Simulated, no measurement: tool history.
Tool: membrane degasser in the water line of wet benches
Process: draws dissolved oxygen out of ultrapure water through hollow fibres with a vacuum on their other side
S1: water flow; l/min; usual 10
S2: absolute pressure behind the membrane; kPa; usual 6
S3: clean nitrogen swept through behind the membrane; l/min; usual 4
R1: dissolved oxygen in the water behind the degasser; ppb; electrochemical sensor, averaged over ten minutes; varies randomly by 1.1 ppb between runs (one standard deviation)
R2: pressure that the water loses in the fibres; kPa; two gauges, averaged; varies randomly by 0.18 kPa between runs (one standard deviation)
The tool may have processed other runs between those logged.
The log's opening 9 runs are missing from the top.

run	day	S1	S2	S3	R1	R2
10	16.529	10	6.83	5.42	104	33.89
11	18.408	10	6	4	107.4	33.95
12	20.638	10	11.47	4	140.9	33.38
13	23.296	10	6	4.25	107.3	33.93
14	25.867	9	6	4	74.9	30.44
15	27.596	9	6	4	75.7	30.4
16	29.696	9	6	4	75.8	30.26
17	31.621	10	6	8.16	97.1	33.88
18	33.604	10	6	8.16	98.6	33.86
19	36.142	10	3.92	1.69	100.2	33.92
20	38.554	10	6	4.93	104.9	34
21	40.512	10	4.19	4.93	94.3	33.78
22	41.975	7	14.98	2.43	101.6	23.55
23	43.354	10	4.02	10.77	90.6	33.63
24	45.292	10	9.03	10.77	103.7	33.91
25	48.021	10	9.03	10.77	103.2	33.95
26	49.471	10	9.03	10.77	103.3	33.67
27	51.488	10	6.81	4	111.6	33.65
28	53.542	8	6	2.02	64.4	27.03

Expected results for the next run?
29	55.892	8	6	2.02	?	?

Run 29 produced R1 66.1 ppb, R2 26.68 kPa.
Take away the tool's hidden state, keep the run-to-run variation as it was, and the same run would have given R1 66 ppb, R2 26.68 kPa.

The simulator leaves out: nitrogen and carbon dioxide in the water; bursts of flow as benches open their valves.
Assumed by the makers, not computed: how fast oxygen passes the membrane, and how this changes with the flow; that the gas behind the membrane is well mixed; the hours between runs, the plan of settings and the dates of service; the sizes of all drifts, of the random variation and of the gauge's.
